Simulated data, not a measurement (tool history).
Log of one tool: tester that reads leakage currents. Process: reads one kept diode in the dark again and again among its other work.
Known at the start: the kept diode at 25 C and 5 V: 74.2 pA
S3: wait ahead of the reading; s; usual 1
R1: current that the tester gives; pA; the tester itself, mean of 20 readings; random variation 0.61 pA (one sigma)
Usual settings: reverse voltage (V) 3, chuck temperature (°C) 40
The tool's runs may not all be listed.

Run 1, hour 0: usual settings. Result: R1 206.2 pA.
Run 2, hour 252.9: usual settings but reverse voltage (V) 1.29. Result: R1 149.42 pA.
Run 3, hour 472: usual settings. Result: R1 210.93 pA.
Run 4, hour 720.1: usual settings but S3 1.97 s. Result: R1 214.72 pA.
Run 5, hour 992.8: usual settings but S3 2.37 s. Result: R1 218.27 pA.
Run 6, hour 1149.4: usual settings but chuck temperature (°C) 33, S3 2.37 s. Result: R1 130.07 pA.
Run 7, hour 1385.1: usual settings. Result: R1 223.86 pA.
Run 8, hour 1658.4: usual settings but reverse voltage (V) 10.92. Result: R1 387.56 pA.
Run 9, hour 1908.4: usual settings but reverse voltage (V) 10.92, S3 1.44 s. Result: R1 391.38 pA.
Run 10, hour 2033.6: usual settings but reverse voltage (V) 10.92, S3 1.44 s. Result: R1 395.51 pA.
Run 11, hour 2193.1: usual settings but S3 2.17 s. Result: R1 233.5 pA.
Run 12, hour 2382: usual settings but reverse voltage (V) 1.16. Result: R1 161.77 pA.
At hour 2523.1: chuck's temperature calibrated.
Run 13, hour 2526.8: usual settings but reverse voltage (V) 1.16. Result: R1 144.32 pA.
Run 14, hour 2722: usual settings but reverse voltage (V) 1.16. Result: R1 145.33 pA.
Run 15, hour 2944.2: usual settings but reverse voltage (V) 1.16, chuck temperature (°C) 24, S3 0.32 s. Result: R1 43.7 pA.
Run 16, hour 3081.5: usual settings but reverse voltage (V) 1.16, chuck temperature (°C) 24, S3 0.32 s. Result: R1 44.48 pA.
Run 17, hour 3231.8: usual settings but reverse voltage (V) 1.16, chuck temperature (°C) 24, S3 0.32 s. Result: R1 44.52 pA.
At hour 3289.6: probe card cleaned and baked.
At hour 3307: tester calibrated.
Run 18, hour 3384.1: usual settings but reverse voltage (V) 4, S3 3.43 s. Result: R1 234.33 pA.
Run 19, hour 3505.6: usual settings but reverse voltage (V) 1.93, chuck temperature (°C) 21, S3 2.51 s. Result: R1 38.39 pA.

Run 20 comes next. What will it give?
Run 20, hour 3734.2: usual settings but reverse voltage (V) 9.11, chuck temperature (°C) 46, S3 4.7 s. Result: R1 ?.

R1: 515.89 pA
Without the tool's hidden state the same run would have given R1 487.32 pA.
